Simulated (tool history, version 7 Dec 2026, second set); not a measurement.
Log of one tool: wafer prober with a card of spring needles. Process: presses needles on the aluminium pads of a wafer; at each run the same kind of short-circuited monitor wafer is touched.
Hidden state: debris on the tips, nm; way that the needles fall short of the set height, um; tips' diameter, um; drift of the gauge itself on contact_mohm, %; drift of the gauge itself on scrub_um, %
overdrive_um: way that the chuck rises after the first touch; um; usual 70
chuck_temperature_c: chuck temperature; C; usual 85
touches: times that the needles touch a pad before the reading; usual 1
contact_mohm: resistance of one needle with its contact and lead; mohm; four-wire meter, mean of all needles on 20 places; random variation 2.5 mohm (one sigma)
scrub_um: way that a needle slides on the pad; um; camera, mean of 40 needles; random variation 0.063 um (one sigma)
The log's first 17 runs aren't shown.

run   hour  overdrive_um  chuck_temperature_c  touches  touches since the tips were cleaned  cleanings since the card got new needles  touches since the first contact's height was set  contact_mohm  scrub_um
     303.9  -- tips cleaned on abrasive film
 18  303.9            70                   85        1                                    0                                         8                                             75441           286     18.49
 19  327.9            70                   85        1                                 4630                                         8                                             80071           282     18.64
 20  340.4            74                   45        2                                 7037                                         8                                             82478           272     19.62
     345.9  -- gauge calibrated
     351.7  -- tips cleaned on abrasive film
 21  366.7            72                   25        2                                 2883                                         9                                             87535           265     18.58
 22  385.9            69                   34        2                                 6591                                         9                                             91243           268      17.9
     399.3  -- tips cleaned on abrasive film
 23  404.7            69                   34        2                                 1044                                        10                                             94857           268     17.88
 24  415.7            69                   34        2                                 3177                                        10                                             96990           271     17.93
 25  429.3            81                   40        2                                 5800                                        10                                             99613           266     20.93
 26  440.8            70                   85        1                                 8021                                        10                                            101834           279     18.28
     447.5  -- tips cleaned on abrasive film
 27  465.4            70                   85        1                                 3459                                        11                                            106557           290     18.24
 28  483.7            70                   38        1                                 7001                                        11                                            110099           269     18.27
     494.7  -- tips cleaned on abrasive film
 29  503.2            87                   84        2                                 1644                                        12                                            113841           280     22.78
 30  528.5            70                   49        3                                 6536                                        12                                            118733           272     18.38
     532.8  -- height of the first contact set anew
     542.2  -- tips cleaned on abrasive film
 31  542.4            51                   31        1                                   33                                        13                                              1839           273     13.38
 32  555.2            81                   58        1                                 2495                                        13                                              4301           274     21.29
 33    568            81                   58        1                                 4965                                        13                                              6771           275     21.26
 34  580.7            70                   68        1                                 7417                                        13                                              9223           278     18.47
     589.6  -- tips cleaned on abrasive film
 35  597.2            70                   68        1                                 1462                                        14                                             12397           279     18.43

4 ways to go on from here, each from the tool as it stands after run 35. What would each give?
  A  614.4            54                   85        2                                 4781                                        14                                             15716             ?         ?
  B  614.4            70                   35        1                                 4781                                        14                                             15716             ?         ?
  C  614.4            77                   85        2                                 4781                                        14                                             15716             ?         ?
  D  614.4            59                   46        2                                 4781                                        14                                             15716             ?         ?

run  contact_mohm  scrub_um
  A           290     14.28
  B           273     18.54
  C           280     20.32
  D           274     15.62
Without the tool's hidden state the same runs would have given:
run  contact_mohm  scrub_um
  A           289     14.02
  B           272      18.2
  C           279     19.94
  D           273     15.33
